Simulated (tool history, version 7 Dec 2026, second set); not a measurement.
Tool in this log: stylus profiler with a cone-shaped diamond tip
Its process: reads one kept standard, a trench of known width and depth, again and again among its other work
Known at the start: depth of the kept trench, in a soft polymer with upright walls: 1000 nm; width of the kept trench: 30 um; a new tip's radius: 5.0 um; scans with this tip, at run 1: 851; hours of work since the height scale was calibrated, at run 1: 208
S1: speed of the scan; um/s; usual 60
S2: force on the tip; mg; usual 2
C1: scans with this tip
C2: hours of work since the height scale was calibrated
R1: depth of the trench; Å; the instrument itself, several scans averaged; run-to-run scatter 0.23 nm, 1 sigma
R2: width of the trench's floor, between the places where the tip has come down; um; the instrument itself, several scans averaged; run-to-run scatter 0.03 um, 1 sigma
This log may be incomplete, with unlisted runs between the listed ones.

{"run": 1, "hour": 0.0, "S1": 60, "S2": 2, "C1": 851, "C2": 208, "R1": 10108.8, "R2": 23.55}
{"run": 2, "hour": 12.0, "S1": 60, "S2": 2, "C1": 877, "C2": 214, "R1": 10113.1, "R2": 23.58}
{"run": 3, "hour": 24.4, "S1": 160, "S2": 2, "C1": 904, "C2": 220, "R1": 10112.9, "R2": 23.12}
{"run": 4, "hour": 41.7, "S1": 60, "S2": 5.14, "C1": 941, "C2": 230, "R1": 10196.4, "R2": 23.63}
{"run": 5, "hour": 53.1, "S1": 60, "S2": 4.82, "C1": 966, "C2": 236, "R1": 10190.2, "R2": 23.65}
{"run": 6, "hour": 67.4, "S1": 60, "S2": 4.82, "C1": 997, "C2": 243, "R1": 10192.2, "R2": 23.64}
{"run": 7, "hour": 84.9, "S1": 60, "S2": 4.82, "C1": 1035, "C2": 252, "R1": 10192.9, "R2": 23.61}
{"run": 8, "hour": 97.6, "S1": 60, "S2": 4.29, "C1": 1062, "C2": 259, "R1": 10178.2, "R2": 23.59}
{"run": 9, "hour": 108.3, "S1": 60, "S2": 2, "C1": 1085, "C2": 265, "R1": 10113.3, "R2": 23.48}
{"run": 10, "hour": 127.1, "S1": 22, "S2": 2, "C1": 1126, "C2": 275, "R1": 10115, "R2": 23.61}
{"run": 11, "hour": 136.4, "S1": 22, "S2": 2, "C1": 1146, "C2": 280, "R1": 10117.2, "R2": 23.68}
{"run": 12, "hour": 154.9, "S1": 28, "S2": 0.77, "C1": 1186, "C2": 289, "R1": 10071.4, "R2": 23.55}
{"run": 13, "hour": 169.4, "S1": 60, "S2": 2.21, "C1": 1218, "C2": 297, "R1": 10120.1, "R2": 23.53}
{"run": 14, "hour": 183.3, "S1": 60, "S2": 2.21, "C1": 1248, "C2": 304, "R1": 10117.2, "R2": 23.57}
{"run": 15, "hour": 201.6, "S1": 126, "S2": 2.21, "C1": 1288, "C2": 314, "R1": 10125.9, "R2": 23.15}
{"run": 16, "hour": 214.2, "S1": 126, "S2": 2.21, "C1": 1315, "C2": 321, "R1": 10127.7, "R2": 23.16}
{"run": 17, "hour": 228.0, "S1": 126, "S2": 2.21, "C1": 1345, "C2": 328, "R1": 10128.7, "R2": 23.14}
{"run": 18, "hour": 238.1, "S1": 126, "S2": 2.21, "C1": 1367, "C2": 333, "R1": 10124.4, "R2": 23.15}
{"run": 19, "hour": 248.4, "S1": 55, "S2": 1.11, "C1": 1389, "C2": 339, "R1": 10085.3, "R2": 23.4}
{"run": 20, "hour": 267.7, "S1": 55, "S2": 1.11, "C1": 1431, "C2": 349, "R1": 10088.8, "R2": 23.36}
{"run": 21, "hour": 279.3, "S1": 184, "S2": 3.74, "C1": 1456, "C2": 355, "R1": 10165.4, "R2": 23.08}

Predict each of these 4 candidate next runs independently; none follows another, all start after run 21:
{"run": "A", "hour": 295.7, "S1": 54, "S2": 5.55, "C1": 1491, "C2": 364, "R1": "?", "R2": "?"}
{"run": "B", "hour": 295.7, "S1": 18, "S2": 2.08, "C1": 1491, "C2": 364, "R1": "?", "R2": "?"}
{"run": "C", "hour": 295.7, "S1": 184, "S2": 2.45, "C1": 1491, "C2": 364, "R1": "?", "R2": "?"}
{"run": "D", "hour": 295.7, "S1": 60, "S2": 3.52, "C1": 1491, "C2": 364, "R1": "?", "R2": "?"}

run=A R1=10216.6 R2=23.5
run=B R1=10123.4 R2=23.56
run=C R1=10135.6 R2=22.93
run=D R1=10163.8 R2=23.46
What these runs would have given with no unlogged condition in the tool:
run=A R1=10192.8 R2=23.82
run=B R1=10099.8 R2=23.88
run=C R1=10111.9 R2=23.25
run=D R1=10140.1 R2=23.78

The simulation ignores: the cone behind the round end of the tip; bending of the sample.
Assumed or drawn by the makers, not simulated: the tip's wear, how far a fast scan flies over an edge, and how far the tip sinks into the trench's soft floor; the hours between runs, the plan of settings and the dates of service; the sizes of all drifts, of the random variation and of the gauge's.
